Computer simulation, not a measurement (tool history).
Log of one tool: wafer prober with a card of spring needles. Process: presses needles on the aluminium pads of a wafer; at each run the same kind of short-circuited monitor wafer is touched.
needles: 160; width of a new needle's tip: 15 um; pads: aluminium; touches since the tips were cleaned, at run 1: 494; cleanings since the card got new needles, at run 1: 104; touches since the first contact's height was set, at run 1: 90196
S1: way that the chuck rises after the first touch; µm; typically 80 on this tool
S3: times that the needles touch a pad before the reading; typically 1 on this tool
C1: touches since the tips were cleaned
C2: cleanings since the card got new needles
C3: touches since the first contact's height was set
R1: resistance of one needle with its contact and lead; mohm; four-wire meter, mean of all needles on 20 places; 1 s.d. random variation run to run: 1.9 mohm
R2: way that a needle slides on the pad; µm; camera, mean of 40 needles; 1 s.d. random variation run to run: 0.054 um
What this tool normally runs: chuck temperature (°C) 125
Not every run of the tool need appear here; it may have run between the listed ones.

run 1 hour=0.0 | S1=80 chuck_temperature_(°C)=125 S3=1 | C1=494 C2=104 C3=90196 | R1=203 R2=10.54
-- hour=2.8 tips cleaned on abrasive film
-- hour=6.9 tips cleaned on abrasive film
run 2 hour=7.3 | S1=80 chuck_temperature_(°C)=125 S3=1 | C1=273 C2=106 C3=94969 | R1=206 R2=10.52
-- hour=10.8 tips cleaned on abrasive film
-- hour=14.9 tips cleaned on abrasive film
run 3 hour=15.7 | S1=62 chuck_temperature_(°C)=125 S3=1 | C1=495 C2=108 C3=100497 | R1=218 R2=8.01
-- hour=18.9 tips cleaned on abrasive film
run 4 hour=20.0 | S1=80 chuck_temperature_(°C)=108 S3=1 | C1=724 C2=109 C3=103310 | R1=207 R2=10.53
-- hour=22.7 tips cleaned on abrasive film
run 5 hour=24.4 | S1=80 chuck_temperature_(°C)=108 S3=1 | C1=1133 C2=110 C3=106240 | R1=207 R2=10.41
-- hour=26.7 tips cleaned on abrasive film
-- hour=30.5 tips cleaned on abrasive film
run 6 hour=33.7 | S1=80 chuck_temperature_(°C)=29 S3=1 | C1=2184 C2=112 C3=112406 | R1=201 R2=10.42
-- hour=34.7 tips cleaned on abrasive film
-- hour=38.4 tips cleaned on abrasive film
run 7 hour=38.7 | S1=80 chuck_temperature_(°C)=29 S3=1 | C1=185 C2=114 C3=115602 | R1=185 R2=10.33
-- hour=42.0 tips cleaned on abrasive film
-- hour=46.0 tips cleaned on abrasive film
run 8 hour=48.3 | S1=80 chuck_temperature_(°C)=125 S3=2 | C1=1558 C2=116 C3=121954 | R1=210 R2=10.31
-- hour=49.9 tips cleaned on abrasive film
run 9 hour=52.6 | S1=80 chuck_temperature_(°C)=125 S3=1 | C1=1839 C2=117 C3=124790 | R1=214 R2=10.36
-- hour=53.9 tips cleaned on abrasive film
run 10 hour=57.2 | S1=80 chuck_temperature_(°C)=125 S3=1 | C1=2274 C2=118 C3=127836 | R1=219 R2=10.29
-- hour=57.9 tips cleaned on abrasive film
-- hour=61.7 tips cleaned on abrasive film
run 11 hour=64.9 | S1=80 chuck_temperature_(°C)=80 S3=1 | C1=2177 C2=120 C3=132882 | R1=207 R2=10.35
-- hour=65.7 tips cleaned on abrasive film
-- hour=69.8 tips cleaned on abrasive film
run 12 hour=71.9 | S1=64 chuck_temperature_(°C)=125 S3=1 | C1=1452 C2=122 C3=137474 | R1=223 R2=8.16
-- hour=73.5 tips cleaned on abrasive film
-- hour=77.6 tips cleaned on abrasive film
run 13 hour=79.4 | S1=64 chuck_temperature_(°C)=125 S3=1 | C1=1237 C2=124 C3=142403 | R1=215 R2=8.03
-- hour=81.3 tips cleaned on abrasive film
-- hour=85.1 tips cleaned on abrasive film
run 14 hour=87.3 | S1=80 chuck_temperature_(°C)=125 S3=1 | C1=1528 C2=126 C3=147581 | R1=214 R2=10.25
-- hour=88.8 tips cleaned on abrasive film
run 15 hour=92.2 | S1=80 chuck_temperature_(°C)=125 S3=1 | C1=2329 C2=127 C3=150813 | R1=218 R2=10.27
-- hour=93.1 tips cleaned on abrasive film
-- hour=96.8 tips cleaned on abrasive film
run 16 hour=97.3 | S1=80 chuck_temperature_(°C)=125 S3=1 | C1=387 C2=129 C3=154129 | R1=212 R2=10.07

The next listed run, before its measurement:
-- hour=100.7 tips cleaned on abrasive film
run 17 hour=102.2 | S1=63 chuck_temperature_(°C)=33 S3=2 | C1=1055 C2=130 C3=157364 | R1=? R2=?

Run 17 gave R1 200 mohm, R2 7.94 µm.
Minus the tool's unlogged condition, the same run would have read R1 188 mohm, R2 8.69 µm.
